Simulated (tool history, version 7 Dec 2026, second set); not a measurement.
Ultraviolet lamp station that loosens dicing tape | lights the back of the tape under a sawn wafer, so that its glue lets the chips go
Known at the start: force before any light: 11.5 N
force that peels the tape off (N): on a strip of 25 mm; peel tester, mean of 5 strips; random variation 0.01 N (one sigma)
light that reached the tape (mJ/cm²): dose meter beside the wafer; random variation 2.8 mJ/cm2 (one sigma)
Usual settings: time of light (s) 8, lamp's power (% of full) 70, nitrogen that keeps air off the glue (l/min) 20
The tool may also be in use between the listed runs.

| run | hour | time of light (s) | lamp's power (% of full) | nitrogen that keeps air off the glue (l/min) | force that peels the tape off (N) | light that reached the tape (mJ/cm²) |
|---|---|---|---|---|---|---|
| 1 | 0 | 8 | 70 | 20 | 0.84 | 297 |
|  | 86.4 | lamp changed |
| 2 | 93.7 | 4 | 70 | 20 | 1.876 | 195 |
| 3 | 186.2 | 7 | 70 | 20 | 0.677 | 331 |
| 4 | 238.4 | 8 | 70 | 20 | 0.543 | 375 |
| 5 | 309.2 | 8 | 70 | 6 | 1.369 | 364 |
| 6 | 359 | 8 | 70 | 6 | 1.306 | 366 |
| 7 | 416.9 | 8 | 70 | 6 | 1.403 | 359 |
| 8 | 474.9 | 8 | 70 | 23 | 0.539 | 359 |
| 9 | 527.7 | 8 | 78 | 20 | 0.476 | 390 |
| 10 | 578.9 | 8 | 85 | 20 | 0.421 | 423 |
| 11 | 637.3 | 8 | 70 | 20 | 0.604 | 348 |
| 12 | 694.7 | 8 | 70 | 20 | 0.627 | 338 |
| 13 | 763 | 8 | 70 | 20 | 0.648 | 336 |
|  | 784.6 | window cleaned of glue's vapour |
| 14 | 852.8 | 8 | 70 | 20 | 0.587 | 358 |
| 15 | 943.6 | 12 | 70 | 20 | 0.304 | 525 |
| 16 | 996.3 | 12 | 70 | 20 | 0.311 | 513 |
| 17 | 1089 | 10 | 70 | 20 | 0.415 | 421 |
| 18 | 1140.4 | 10 | 70 | 20 | 0.415 | 414 |
| 19 | 1198.8 | 10 | 70 | 20 | 0.42 | 415 |
| 20 | 1287.1 | 10 | 70 | 20 | 0.456 | 410 |
| 21 | 1356 | 8 | 87 | 13 | 0.615 | 400 |
| 22 | 1448.7 | 8 | 89 | 15 | 0.591 | 396 |
| 23 | 1501.2 | 8 | 89 | 15 | 0.589 | 390 |
| 24 | 1551.9 | 8 | 82 | 7 | 1.254 | 358 |
| 25 | 1595.4 | 9 | 77 | 12 | 0.765 | 376 |
| 26 | 1672 | 10 | 70 | 20 | 0.523 | 373 |
| 27 | 1736.2 | 10 | 86 | 13 | 0.485 | 452 |
| 28 | 1780.7 | 6 | 70 | 10 | 2.364 | 219 |
| 29 | 1832.5 | 6 | 70 | 10 | 2.51 | 212 |
| 30 | 1874.6 | 6 | 70 | 10 | 2.422 | 213 |
|  | 1900.6 | window cleaned of glue's vapour |
| 31 | 1935.3 | 4 | 97 | 8 | 2.754 | 212 |
| 32 | 2022.1 | 4 | 97 | 28 | 1.385 | 207 |
|  | 2043.4 | lamp changed |
| 33 | 2067.9 | 4 | 65 | 29 | 1.726 | 182 |
| 34 | 2140.1 | 12 | 62 | 19 | 0.306 | 512 |
| 35 | 2196 | 9 | 62 | 19 | 0.507 | 386 |
| 36 | 2263.3 | 12 | 62 | 19 | 0.333 | 505 |
| 37 | 2327.4 | 12 | 89 | 13 | 0.27 | 715 |
| 38 | 2410.2 | 8 | 100 | 11 | 0.409 | 528 |
| 39 | 2498.1 | 8 | 99 | 23 | 0.296 | 518 |
| 40 | 2565.7 | 7 | 99 | 7 | 0.854 | 439 |

Some steps in force that peels the tape off (N) between neighbouring runs. How much of each would the tool show without its hidden state too (settings, what came in, random variation), and how much is left for the hidden state, with any gauge scatter that isn't in both results?
The hidden state here: lamp's light, % of a new lamp's; light that the window lets through, % of a clean one's; drift of the gauge itself on peel_n, %; drift of the gauge itself on dose_mj_cm2, %.
Run 27 -> 28: time of light (s) 10 -> 6, lamp's power (% of full) 86 -> 70, nitrogen that keeps air off the glue (l/min) 13 -> 10. force that peels the tape off (N) +1.879: hidden state +0.832, all else +1.047.
Run 31 -> 32: nitrogen that keeps air off the glue (l/min) 8 -> 28. force that peels the tape off (N) -1.369: hidden state -0.337, all else -1.032.
Run 32 -> 33: lamp's power (% of full) 97 -> 65, nitrogen that keeps air off the glue (l/min) 28 -> 29, lamp changed. force that peels the tape off (N) +0.341: hidden state -0.564, all else +0.905.
Run 33 -> 34: time of light (s) 4 -> 12, lamp's power (% of full) 65 -> 62, nitrogen that keeps air off the glue (l/min) 29 -> 19. force that peels the tape off (N) -1.42: hidden state -0.055, all else -1.365.

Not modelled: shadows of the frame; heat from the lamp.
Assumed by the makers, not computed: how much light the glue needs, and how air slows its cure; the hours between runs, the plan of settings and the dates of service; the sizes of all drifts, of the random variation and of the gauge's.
